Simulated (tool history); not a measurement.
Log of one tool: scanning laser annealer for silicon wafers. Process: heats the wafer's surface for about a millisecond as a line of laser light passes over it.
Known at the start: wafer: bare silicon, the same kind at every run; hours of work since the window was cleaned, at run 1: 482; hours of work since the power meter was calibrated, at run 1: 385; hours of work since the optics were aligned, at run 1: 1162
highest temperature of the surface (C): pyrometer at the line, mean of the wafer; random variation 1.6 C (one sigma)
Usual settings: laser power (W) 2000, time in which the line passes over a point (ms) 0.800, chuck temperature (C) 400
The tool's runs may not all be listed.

run     day  laser power (W)  time in which the line passes over a point (ms)  chuck temperature (C)  hours of work since the window was cleaned  hours of work since the power meter was calibrated  hours of work since the optics were aligned  highest temperature of the surface (C)
  1   0.000             2000                                            0.800                    400                                         482                                                 385                                         1162                                    1112
  2   1.142             2000                                            0.800                    400                                         496                                                 399                                         1176                                    1109
  3   2.083             2000                                            0.800                    400                                         507                                                 410                                         1187                                    1109
  4   2.567             2000                                            0.800                    400                                         512                                                 416                                         1193                                    1110
  5   3.162             2000                                            0.800                    400                                         520                                                 423                                         1200                                    1109
  6   3.992             2000                                            0.800                    400                                         529                                                 433                                         1210                                    1108
  7   5.021             2000                                            0.800                    400                                         542                                                 445                                         1222                                    1109
      5.229  -- window over the wafer cleaned
  8   6.079             1871                                            0.800                    400                                          10                                                 457                                         1234                                    1079
  9   6.946             2000                                            0.800                    433                                          20                                                 467                                         1244                                    1162
 10   8.029             2000                                            0.800                    433                                          33                                                 480                                         1257                                    1157
 11   8.529             2000                                            0.800                    433                                          39                                                 486                                         1263                                    1156
 12   9.021             1773                                            0.800                    400                                          45                                                 492                                         1269                                    1040
 13   9.517             1773                                            0.800                    400                                          51                                                 498                                         1274                                    1043
 14  10.162             1773                                            0.800                    400                                          59                                                 505                                         1282                                    1038
 15  11.238             1773                                            0.800                    400                                          71                                                 518                                         1295                                    1039
 16  11.896             2105                                            0.800                    400                                          79                                                 526                                         1303                                    1168
 17  12.975             2000                                            0.800                    400                                          92                                                 539                                         1315                                    1125
 18  14.162             2000                                            0.800                    400                                         106                                                 553                                         1330                                    1123
 19  15.071             2000                                            0.800                    400                                         117                                                 563                                         1340                                    1126
 20  15.742             1868                                            0.800                    400                                         125                                                 571                                         1348                                    1071
 21  16.292             2000                                            0.800                    431                                         131                                                 578                                         1355                                    1154
 22  16.888             1957                                            0.602                    368                                         138                                                 585                                         1362                                     990
 23  17.392             1957                                            0.602                    368                                         144                                                 591                                         1368                                     990
 24  18.479             1723                                            0.800                    400                                         157                                                 604                                         1381                                    1018
 25  18.992             1723                                            0.800                    400                                         163                                                 610                                         1387                                    1019
 26  19.992             1877                                            0.643                    420                                         175                                                 622                                         1399                                    1031
 27  20.700             1877                                            0.978                    420                                         184                                                 630                                         1407                                    1159
 28  21.875             1877                                            0.978                    420                                         198                                                 644                                         1421                                    1159
 29  23.033             1826                                            0.871                    391                                         211                                                 658                                         1435                                    1069
 30  23.946             2146                                            0.800                    431                                         222                                                 669                                         1446                                    1206
 31  24.883             2146                                            0.962                    434                                         233                                                 680                                         1457                                    1276
 32  25.671             1896                                            0.694                    420                                         243                                                 689                                         1466                                    1054
 33  26.362             1735                                            0.800                    400                                         251                                                 698                                         1474                                    1017
 34  27.279             1878                                            0.991                    415                                         262                                                 708                                         1485                                    1155
 35  27.862             1878                                            0.991                    415                                         269                                                 715                                         1492                                    1155
 36  28.712             1878                                            0.991                    415                                         279                                                 726                                         1502                                    1155
 37  29.388             1706                                            0.764                    429                                         287                                                 734                                         1510                                    1020
 38  30.542             1954                                            0.800                    376                                         301                                                 747                                         1524                                    1074
 39  31.171             1954                                            0.800                    376                                         308                                                 755                                         1532                                    1073
 40  32.100             2000                                            0.651                    407                                         319                                                 766                                         1543                                    1059
 41  32.608             2140                                            0.644                    400                                         325                                                 772                                         1549                                    1097

Some steps in highest temperature of the surface (C) between neighbouring runs. How much of each would the tool show without its hidden state too (settings, what came in, random variation), and how much is left for the hidden state, with any gauge scatter that isn't in both results?
The hidden state here: light that passes the window, % of a clean one's; laser's true power over the reading, %; width of the line over the set one, %; drift of the gauge itself on peak_c, C.
Run 7 -> 8: laser power (W) 2000 -> 1871, window over the wafer cleaned. highest temperature of the surface (C) -30: hidden state +20, all else -50.
Run 21 -> 22: laser power (W) 2000 -> 1957, time in which the line passes over a point (ms) 0.800 -> 0.602, chuck temperature (C) 431 -> 368. highest temperature of the surface (C) -164: hidden state +2, all else -166.
Run 26 -> 27: time in which the line passes over a point (ms) 0.643 -> 0.978. highest temperature of the surface (C) +128: hidden state -5, all else +133.
Run 31 -> 32: laser power (W) 2146 -> 1896, time in which the line passes over a point (ms) 0.962 -> 0.694, chuck temperature (C) 434 -> 420. highest temperature of the surface (C) -222: hidden state +7, all else -229.
Run 33 -> 34: laser power (W) 1735 -> 1878, time in which the line passes over a point (ms) 0.800 -> 0.991, chuck temperature (C) 400 -> 415. highest temperature of the surface (C) +138: hidden state -5, all else +143.
